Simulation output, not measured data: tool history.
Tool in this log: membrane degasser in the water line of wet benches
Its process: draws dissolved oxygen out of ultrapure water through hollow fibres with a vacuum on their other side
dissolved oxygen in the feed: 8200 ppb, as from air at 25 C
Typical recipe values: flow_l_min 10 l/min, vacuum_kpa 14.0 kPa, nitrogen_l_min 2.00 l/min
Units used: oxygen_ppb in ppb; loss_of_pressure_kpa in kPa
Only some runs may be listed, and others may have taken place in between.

| run | day | flow_l_min | vacuum_kpa | nitrogen_l_min | oxygen_ppb | loss_of_pressure_kpa |
|---|---|---|---|---|---|---|
| 1 | 0.000 | 10 | 14.0 | 2.00 | 146.4 | 60.47 |
| 2 | 4.529 | 10 | 14.0 | 0.87 | 306.1 | 60.64 |
| 3 | 7.512 | 10 | 14.0 | 2.00 | 147.2 | 60.91 |
|  | 8.646 | seals of the vacuum lines changed |
| 4 | 12.983 | 10 | 14.0 | 2.00 | 141.3 | 61.05 |
| 5 | 16.496 | 10 | 14.0 | 2.00 | 140.4 | 60.52 |
| 6 | 21.412 | 10 | 14.0 | 2.00 | 143.4 | 61.36 |
| 7 | 25.429 | 10 | 14.0 | 2.00 | 141.4 | 60.78 |
| 8 | 29.575 | 10 | 14.0 | 2.00 | 141.1 | 61.01 |
| 9 | 32.675 | 10 | 14.0 | 2.00 | 142.1 | 60.96 |
| 10 | 36.175 | 10 | 14.0 | 2.00 | 144.5 | 61.05 |
| 11 | 41.538 | 12 | 14.0 | 2.00 | 175.3 | 73.15 |
| 12 | 48.542 | 12 | 14.0 | 2.00 | 176.2 | 73.56 |
| 13 | 53.033 | 10 | 14.0 | 5.93 | 56.8 | 61.54 |
| 14 | 58.208 | 10 | 14.0 | 2.76 | 107.2 | 61.47 |
| 15 | 65.038 | 10 | 25.8 | 2.00 | 287.0 | 61.49 |
| 16 | 71.621 | 10 | 14.0 | 2.00 | 143.8 | 61.07 |
| 17 | 76.912 | 10 | 31.7 | 5.60 | 138.5 | 61.25 |
| 18 | 79.792 | 10 | 31.7 | 5.60 | 138.1 | 61.33 |
| 19 | 85.496 | 12 | 32.4 | 2.57 | 341.1 | 73.60 |
| 20 | 89.833 | 10 | 31.6 | 3.88 | 193.2 | 61.60 |
| 21 | 96.267 | 10 | 31.6 | 3.88 | 190.7 | 61.54 |
| 22 | 102.179 | 10 | 31.6 | 3.88 | 192.0 | 61.77 |
| 23 | 106.467 | 10 | 31.6 | 3.88 | 193.1 | 61.31 |
| 24 | 110.425 | 10 | 31.6 | 3.88 | 194.8 | 61.24 |
| 25 | 115.142 | 8 | 12.7 | 0.84 | 224.1 | 49.37 |
| 26 | 120.367 | 8 | 12.7 | 0.89 | 215.6 | 49.42 |
| 27 | 123.862 | 8 | 12.7 | 1.10 | 175.2 | 49.50 |
| 28 | 128.754 | 8 | 12.7 | 1.10 | 179.8 | 49.37 |
| 29 | 133.521 | 6 | 9.0 | 4.55 | 22.5 | 37.15 |
| 30 | 138.412 | 6 | 20.9 | 2.82 | 101.3 | 37.02 |
| 31 | 143.038 | 9 | 16.6 | 1.54 | 205.1 | 55.72 |

Difference, measured minus no-hidden-state, one row per run. Run-to-run variation is common to both terms; the gauge's own scatter need not be:
Unlogged tool condition in this case: membrane still open, %; true pressure behind the membrane over the reading, kPa; air that leaks in behind the membrane, l/min; drift of the gauge itself on oxygen_ppb, %; drift of the gauge itself on loss_of_pressure_kpa, %.
| run | oxygen_ppb | loss_of_pressure_kpa |
|---|---|---|
| 1 | +7.3 | +0.93 |
| 2 | +13.0 | +0.96 |
| 3 | +7.6 | +0.99 |
| 4 | +3.2 | +1.02 |
| 5 | +3.3 | +1.05 |
| 6 | +3.6 | +1.09 |
| 7 | +3.7 | +1.13 |
| 8 | +4.0 | +1.16 |
| 9 | +4.1 | +1.19 |
| 10 | +4.3 | +1.22 |
| 11 | +5.6 | +1.50 |
| 12 | +6.0 | +1.58 |
| 13 | +2.7 | +1.35 |
| 14 | +4.3 | +1.38 |
| 15 | +7.1 | +1.44 |
| 16 | +5.8 | +1.48 |
| 17 | +4.5 | +1.53 |
| 18 | +4.6 | +1.56 |
| 19 | +9.2 | +1.92 |
| 20 | +6.2 | +1.65 |
| 21 | +6.5 | +1.68 |
| 22 | +6.8 | +1.74 |
| 23 | +7.1 | +1.76 |
| 24 | +7.4 | +1.78 |
| 25 | +11.5 | +1.47 |
| 26 | +11.6 | +1.50 |
| 27 | +10.0 | +1.52 |
| 28 | +10.5 | +1.56 |
| 29 | +2.2 | +1.19 |
| 30 | +6.4 | +1.20 |
| 31 | +11.1 | +1.84 |
